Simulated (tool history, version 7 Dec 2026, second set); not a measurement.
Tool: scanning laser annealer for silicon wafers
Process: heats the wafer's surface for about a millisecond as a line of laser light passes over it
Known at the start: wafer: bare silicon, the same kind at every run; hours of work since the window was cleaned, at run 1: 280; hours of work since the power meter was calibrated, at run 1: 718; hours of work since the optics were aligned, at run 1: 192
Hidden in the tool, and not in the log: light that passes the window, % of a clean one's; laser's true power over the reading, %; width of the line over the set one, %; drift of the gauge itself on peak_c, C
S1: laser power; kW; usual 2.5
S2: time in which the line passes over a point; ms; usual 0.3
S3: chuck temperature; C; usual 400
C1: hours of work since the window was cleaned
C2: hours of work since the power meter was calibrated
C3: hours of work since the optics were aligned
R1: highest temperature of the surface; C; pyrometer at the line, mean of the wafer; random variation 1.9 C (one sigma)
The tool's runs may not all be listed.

Run 1, day 0: usual settings; C1 280; C2 718; C3 192. Result: R1 1200 C.
Run 2, day 0.929: usual settings but S1 2.395 kW; C1 297; C2 735; C3 209. Result: R1 1161 C.
Run 3, day 2.404: usual settings but S1 2.395 kW; C1 324; C2 762; C3 236. Result: R1 1158 C.
Run 4, day 3.171: usual settings but S1 2.395 kW; C1 338; C2 776; C3 250. Result: R1 1155 C.
Run 5, day 4.417: usual settings but S1 2.395 kW; C1 361; C2 799; C3 273. Result: R1 1155 C.
Run 6, day 5.621: usual settings but S1 2.395 kW; C1 383; C2 821; C3 295. Result: R1 1153 C.
Run 7, day 6.562: usual settings but S1 2.395 kW; C1 400; C2 838; C3 312. Result: R1 1155 C.
Run 8, day 7.35: usual settings but S3 414 C; C1 415; C2 852; C3 326. Result: R1 1204 C.
Run 9, day 8.475: usual settings but S1 2.484 kW, S3 414 C; C1 435; C2 873; C3 347. Result: R1 1194 C.
Run 10, day 9.471: usual settings; C1 453; C2 891; C3 365. Result: R1 1185 C.
At day 11.2: window over the wafer cleaned.
Run 11, day 11.421: usual settings; C1 4; C2 925; C3 399. Result: R1 1174 C.
Run 12, day 12.475: usual settings but S1 2.166 kW, S2 0.323 ms, S3 372 C; C1 23; C2 944; C3 418. Result: R1 1056 C.
Run 13, day 13.962: usual settings but S1 2.166 kW, S2 0.323 ms, S3 372 C; C1 50; C2 971; C3 445. Result: R1 1055 C.
Run 14, day 15.842: usual settings but S1 2.655 kW, S2 0.323 ms, S3 427 C; C1 85; C2 1006; C3 480. Result: R1 1281 C.
Run 15, day 17.562: usual settings but S1 2.451 kW, S2 0.291 ms, S3 394 C; C1 116; C2 1037; C3 511. Result: R1 1132 C.

Run 16 comes next. What will it give?
At day 18.333: window over the wafer cleaned, once more.
Run 16, day 18.696: usual settings but S1 2.451 kW, S2 0.291 ms, S3 394 C; C1 7; C2 1056; C3 530. Result: R1 ?.

{"run 16": {"R1": 1178}}
Without the tool's hidden state the same run would have given R1 1189 C.
